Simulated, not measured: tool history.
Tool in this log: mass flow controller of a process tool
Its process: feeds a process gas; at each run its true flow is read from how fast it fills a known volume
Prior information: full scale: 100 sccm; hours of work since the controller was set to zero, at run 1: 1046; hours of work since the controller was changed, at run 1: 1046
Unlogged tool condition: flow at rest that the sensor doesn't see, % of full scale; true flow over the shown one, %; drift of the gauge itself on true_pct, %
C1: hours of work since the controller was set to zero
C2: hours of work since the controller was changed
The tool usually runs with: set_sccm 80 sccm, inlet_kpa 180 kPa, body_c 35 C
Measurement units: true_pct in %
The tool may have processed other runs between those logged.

Run 1, hour 0.0: usual settings; C1 1046; C2 1046. Result: true_pct 99.87 %.
Run 2, hour 129.0: usual settings but set_sccm 11 sccm; C1 1092; C2 1092. Result: true_pct 97.25 %.
Run 3, hour 387.5: usual settings but set_sccm 47 sccm; C1 1184; C2 1184. Result: true_pct 98.94 %.
Run 4, hour 644.9: usual settings but set_sccm 16 sccm; C1 1275; C2 1275. Result: true_pct 97.54 %.
Run 5, hour 776.6: usual settings but set_sccm 93 sccm; C1 1322; C2 1322. Result: true_pct 99.97 %.
Run 6, hour 1029.1: usual settings but set_sccm 22 sccm; C1 1412; C2 1412. Result: true_pct 97.77 %.
Run 7, hour 1231.0: usual settings; C1 1484; C2 1484. Result: true_pct 99.52 %.
Run 8, hour 1383.7: usual settings; C1 1538; C2 1538. Result: true_pct 99.64 %.
Run 9, hour 1558.3: usual settings; C1 1600; C2 1600. Result: true_pct 99.70 %.
Run 10, hour 1754.5: usual settings but set_sccm 84 sccm; C1 1670; C2 1670. Result: true_pct 99.76 %.
Run 11, hour 1959.4: usual settings but set_sccm 84 sccm; C1 1743; C2 1743. Result: true_pct 99.71 %.
Run 12, hour 2187.6: usual settings but set_sccm 84 sccm, body_c 22 C; C1 1824; C2 1824. Result: true_pct 98.34 %.
Run 13, hour 2315.9: usual settings; C1 1869; C2 1869. Result: true_pct 99.49 %.
Run 14, hour 2524.0: usual settings but body_c 27 C; C1 1943; C2 1943. Result: true_pct 98.65 %.
Run 15, hour 2760.6: usual settings but set_sccm 15 sccm, body_c 27 C; C1 2028; C2 2028. Result: true_pct 95.93 %.
Run 16, hour 3042.5: usual settings but set_sccm 15 sccm, body_c 27 C; C1 2128; C2 2128. Result: true_pct 95.83 %.
Run 17, hour 3161.0: usual settings but set_sccm 15 sccm, body_c 27 C; C1 2170; C2 2170. Result: true_pct 95.77 %.
Run 18, hour 3341.5: usual settings but set_sccm 15 sccm, body_c 27 C; C1 2234; C2 2234. Result: true_pct 95.64 %.
Run 19, hour 3497.2: usual settings but set_sccm 15 sccm, body_c 27 C; C1 2290; C2 2290. Result: true_pct 95.67 %.
Run 20, hour 3777.2: usual settings but set_sccm 15 sccm, body_c 27 C; C1 2389; C2 2389. Result: true_pct 95.43 %.
Run 21, hour 3997.3: usual settings but set_sccm 23 sccm; C1 2467; C2 2467. Result: true_pct 97.03 %.
Run 22, hour 4158.5: usual settings but set_sccm 23 sccm, inlet_kpa 235 kPa; C1 2525; C2 2525. Result: true_pct 97.34 %.
Run 23, hour 4392.7: usual settings; C1 2608; C2 2608. Result: true_pct 99.11 %.
Run 24, hour 4567.5: usual settings; C1 2670; C2 2670. Result: true_pct 98.96 %.
Run 25, hour 4723.5: usual settings but set_sccm 11 sccm, inlet_kpa 173 kPa, body_c 30 C; C1 2726; C2 2726. Result: true_pct 94.41 %.
Run 26, hour 5002.8: usual settings but set_sccm 57 sccm, inlet_kpa 202 kPa, body_c 30 C; C1 2825; C2 2825. Result: true_pct 97.92 %.
Run 27, hour 5162.3: usual settings but set_sccm 12 sccm, inlet_kpa 162 kPa; C1 2882; C2 2882. Result: true_pct 94.91 %.
Run 28, hour 5291.7: usual settings but set_sccm 12 sccm, inlet_kpa 219 kPa; C1 2928; C2 2928. Result: true_pct 95.23 %.
Run 29, hour 5494.3: usual settings but set_sccm 93 sccm, inlet_kpa 225 kPa; C1 3000; C2 3000. Result: true_pct 99.56 %.
Run 30, hour 5724.7: usual settings but set_sccm 93 sccm, inlet_kpa 145 kPa, body_c 24 C; C1 3082; C2 3082. Result: true_pct 97.84 %.
At hour 5749.4: controller's zero set anew.
Run 31, hour 5900.9: usual settings but set_sccm 69 sccm; C1 54; C2 3144. Result: true_pct 98.10 %.
Run 32, hour 6167.2: usual settings but set_sccm 17 sccm, inlet_kpa 179 kPa, body_c 23 C; C1 149; C2 3239. Result: true_pct 92.90 %.
Run 33, hour 6451.7: usual settings but set_sccm 17 sccm, inlet_kpa 179 kPa, body_c 23 C; C1 250; C2 3340. Result: true_pct 92.87 %.
Run 34, hour 6604.8: usual settings but set_sccm 99 sccm, inlet_kpa 211 kPa, body_c 23 C; C1 304; C2 3395. Result: true_pct 97.98 %.
Run 35, hour 6764.9: usual settings but set_sccm 12 sccm, inlet_kpa 207 kPa; C1 361; C2 3452. Result: true_pct 92.21 %.
Run 36, hour 6933.4: usual settings but set_sccm 53 sccm, inlet_kpa 152 kPa, body_c 21 C; C1 421; C2 3512. Result: true_pct 95.81 %.
Run 37, hour 7194.9: usual settings but set_sccm 53 sccm, inlet_kpa 152 kPa, body_c 21 C; C1 514; C2 3605. Result: true_pct 95.84 %.
At hour 7267.9: controller's zero set anew, once more.
Run 38, hour 7331.3: usual settings but set_sccm 66 sccm, inlet_kpa 200 kPa, body_c 24 C; C1 23; C2 3653. Result: true_pct 97.81 %.
Run 39, hour 7592.6: usual settings but set_sccm 66 sccm, inlet_kpa 200 kPa, body_c 24 C; C1 116; C2 3746. Result: true_pct 97.78 %.
Run 40, hour 7774.1: usual settings but set_sccm 27 sccm, inlet_kpa 200 kPa, body_c 28 C; C1 180; C2 3810. Result: true_pct 97.24 %.
Run 41, hour 7981.4: usual settings but set_sccm 27 sccm, inlet_kpa 200 kPa, body_c 28 C; C1 254; C2 3884. Result: true_pct 97.16 %.
Run 42, hour 8107.4: usual settings but set_sccm 27 sccm, inlet_kpa 177 kPa, body_c 28 C; C1 299; C2 3929. Result: true_pct 96.75 %.
Run 43, hour 8234.3: usual settings but set_sccm 27 sccm, inlet_kpa 177 kPa, body_c 28 C; C1 344; C2 3974. Result: true_pct 96.87 %.
Run 44, hour 8464.1: usual settings but set_sccm 15 sccm, inlet_kpa 258 kPa, body_c 30 C; C1 425; C2 4056. Result: true_pct 96.94 %.
Run 45, hour 8714.6: usual settings but set_sccm 15 sccm, inlet_kpa 258 kPa, body_c 30 C; C1 515; C2 4145. Result: true_pct 96.90 %.
Run 46, hour 8994.5: usual settings but set_sccm 40 sccm, inlet_kpa 258 kPa, body_c 30 C; C1 614; C2 4245. Result: true_pct 97.73 %.
Run 47, hour 9278.5: usual settings but set_sccm 40 sccm, inlet_kpa 258 kPa, body_c 30 C; C1 715; C2 4345. Result: true_pct 97.79 %.
Run 48, hour 9518.2: usual settings but inlet_kpa 259 kPa; C1 800; C2 4431. Result: true_pct 99.14 %.

Below are 3 alternative next runs, each starting from the tool's condition after run 48. Predict each:
Run A, hour 9701.1: usual settings but body_c 27 C; C1 865; C2 4496. Result: true_pct ?.
Run B, hour 9701.1: usual settings but inlet_kpa 170 kPa, body_c 26 C; C1 865; C2 4496. Result: true_pct ?.
Run C, hour 9701.1: usual settings but set_sccm 91 sccm, inlet_kpa 272 kPa; C1 865; C2 4496. Result: true_pct ?.

run  true_pct
  A     97.88
  B     97.76
  C     99.63
The same runs, with their run-to-run variation unchanged, on a tool lacking any hidden condition would have given:
run  true_pct
  A     99.65
  B     99.53
  C    101.37

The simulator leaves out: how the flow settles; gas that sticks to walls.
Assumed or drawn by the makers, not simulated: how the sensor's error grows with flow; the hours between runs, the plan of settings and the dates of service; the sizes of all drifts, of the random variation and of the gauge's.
